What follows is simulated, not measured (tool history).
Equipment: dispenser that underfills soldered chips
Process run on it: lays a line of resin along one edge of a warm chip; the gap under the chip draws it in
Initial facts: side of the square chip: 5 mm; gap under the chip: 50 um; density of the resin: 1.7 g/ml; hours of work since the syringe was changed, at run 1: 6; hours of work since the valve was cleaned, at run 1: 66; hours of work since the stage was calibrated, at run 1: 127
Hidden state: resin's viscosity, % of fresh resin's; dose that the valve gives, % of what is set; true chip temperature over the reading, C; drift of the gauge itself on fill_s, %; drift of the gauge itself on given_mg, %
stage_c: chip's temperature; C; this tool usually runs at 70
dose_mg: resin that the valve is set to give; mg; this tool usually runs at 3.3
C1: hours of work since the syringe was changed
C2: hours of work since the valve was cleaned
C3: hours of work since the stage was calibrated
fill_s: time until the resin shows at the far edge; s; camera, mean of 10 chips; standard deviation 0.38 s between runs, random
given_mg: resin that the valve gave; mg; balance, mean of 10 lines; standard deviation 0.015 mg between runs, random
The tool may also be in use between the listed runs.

Run 1, day 0: usual settings; C1 6; C2 66; C3 127. Result: fill_s 36.4 s, given_mg 3.13 mg.
At day 0.038: new syringe of resin.
Run 2, day 0.288: usual settings but dose_mg 3.39 mg; C1 4; C2 70; C3 131. Result: fill_s 30.1 s, given_mg 3.21 mg.
At day 0.454: new syringe of resin.
Run 3, day 0.538: usual settings but dose_mg 3.39 mg; C1 1; C2 74; C3 135. Result: fill_s 24.7 s, given_mg 3.23 mg.
Run 4, day 0.7: usual settings but dose_mg 3.39 mg; C1 4; C2 76; C3 137. Result: fill_s 30.6 s, given_mg 3.21 mg.
At day 0.867: new syringe of resin.
Run 5, day 0.908: usual settings but stage_c 62 C; C1 1; C2 79; C3 140. Result: fill_s 32.7 s, given_mg 3.12 mg.
At day 1.012: dispensing valve cleaned and set on the balance.
Run 6, day 1.208: usual settings; C1 5; C2 3; C3 144. Result: fill_s 32.8 s, given_mg 3.28 mg.
At day 1.321: new syringe of resin.
Run 7, day 1.454: usual settings; C1 2; C2 7; C3 148. Result: fill_s 26.3 s, given_mg 3.29 mg.
At day 1.729: new syringe of resin.
Run 8, day 1.729: usual settings; C1 0; C2 11; C3 152. Result: fill_s 22.6 s, given_mg 3.27 mg.
Run 9, day 1.925: usual settings; C1 3; C2 14; C3 155. Result: fill_s 28.4 s, given_mg 3.27 mg.
Run 10, day 2.05: usual settings; C1 5; C2 16; C3 157. Result: fill_s 32.6 s, given_mg 3.26 mg.
At day 2.15: new syringe of resin.
Run 11, day 2.292: usual settings but stage_c 69 C, dose_mg 4.17 mg; C1 2; C2 19; C3 161. Result: fill_s 27.9 s, given_mg 4.12 mg.
At day 2.562: new syringe of resin.
Run 12, day 2.583: usual settings but stage_c 80 C, dose_mg 3.13 mg; C1 0; C2 24; C3 165. Result: fill_s 15.7 s, given_mg 3.08 mg.
Run 13, day 2.733: usual settings but stage_c 80 C, dose_mg 3.13 mg; C1 3; C2 26; C3 167. Result: fill_s 18.3 s, given_mg 3.07 mg.
Run 14, day 2.888: usual settings but stage_c 80 C, dose_mg 3.13 mg; C1 5; C2 28; C3 170. Result: fill_s 22.8 s, given_mg 3.06 mg.
At day 2.988: new syringe of resin.
Run 15, day 3.179: usual settings but stage_c 63 C, dose_mg 3.43 mg; C1 3; C2 33; C3 174. Result: fill_s 38.1 s, given_mg 3.36 mg.
At day 3.4: new syringe of resin.
Run 16, day 3.442: usual settings but stage_c 63 C, dose_mg 3.43 mg; C1 1; C2 37; C3 178. Result: fill_s 32.3 s, given_mg 3.35 mg.
Run 17, day 3.646: usual settings but stage_c 63 C, dose_mg 3.43 mg; C1 4; C2 40; C3 181. Result: fill_s 41.4 s, given_mg 3.32 mg.
At day 3.821: new syringe of resin.
Run 18, day 3.867: usual settings but stage_c 63 C, dose_mg 3.43 mg; C1 1; C2 43; C3 185. Result: fill_s 31.5 s, given_mg 3.33 mg.
Run 19, day 4.142: usual settings but stage_c 58 C, dose_mg 2.87 mg; C1 5; C2 47; C3 189. Result: fill_s 56.8 s, given_mg 2.77 mg.

4 ways to go on from here, each from the tool as it stands after run 19. What would each give?
At day 4.242: new syringe of resin.
Run A, day 4.4: usual settings but stage_c 65 C, dose_mg 3.21 mg; C1 2; C2 51; C3 193. Result: fill_s ?, given_mg ?.
At day 4.242: new syringe of resin.
Run B, day 4.4: usual settings but dose_mg 3.19 mg; C1 2; C2 51; C3 193. Result: fill_s ?, given_mg ?.
At day 4.242: new syringe of resin.
Run C, day 4.4: usual settings but stage_c 62 C, dose_mg 3.18 mg; C1 2; C2 51; C3 193. Result: fill_s ?, given_mg ?.
At day 4.242: new syringe of resin.
Run D, day 4.4: usual settings but stage_c 68 C, dose_mg 3.06 mg; C1 2; C2 51; C3 193. Result: fill_s ?, given_mg ?.

run  fill_s  given_mg
  A    34.3      3.12
  B    27.6      3.07
  C    38.2      3.05
  D    29.5      2.96
What these runs would have given with no unlogged condition in the tool:
run  fill_s  given_mg
  A    29.7      3.23
  B    23.9      3.18
  C    33.2      3.16
  D    25.4      3.06
